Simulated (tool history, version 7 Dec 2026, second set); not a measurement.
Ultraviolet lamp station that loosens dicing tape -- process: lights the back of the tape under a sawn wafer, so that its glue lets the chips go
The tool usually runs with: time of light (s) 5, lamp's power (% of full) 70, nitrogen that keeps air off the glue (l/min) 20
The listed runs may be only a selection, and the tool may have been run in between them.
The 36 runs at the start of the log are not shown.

run,hour,time of light (s),lamp's power (% of full),nitrogen that keeps air off the glue (l/min),force that peels the tape off (N),light that reached the tape (mJ/cm²)
37,394.6,6,66,31,0.271,346
38,403.8,6,62,23,0.382,323
39,412.2,6,62,23,0.395,326
40,424.0,6,66,8,0.845,341
41,436.5,3,69,9,1.869,178
42,444.8,6,63,7,0.963,326
43,457.3,5,81,11,0.611,343
44,468.2,6,84,23,0.239,428

Below are 4 alternative next runs, each starting from the tool's condition after run 44. Predict each:
A,481.5,5,88,17,?,?
B,481.5,5,72,20,?,?
C,481.5,6,94,13,?,?
D,481.5,9,70,22,?,?

run,force that peels the tape off (N),light that reached the tape (mJ/cm²)
A,0.381,370
B,0.485,308
C,0.295,472
D,0.184,530
Without the tool's unlogged condition, the same runs would have read:
run,force that peels the tape off (N),light that reached the tape (mJ/cm²)
A,0.285,434
B,0.356,361
C,0.231,554
D,0.164,622
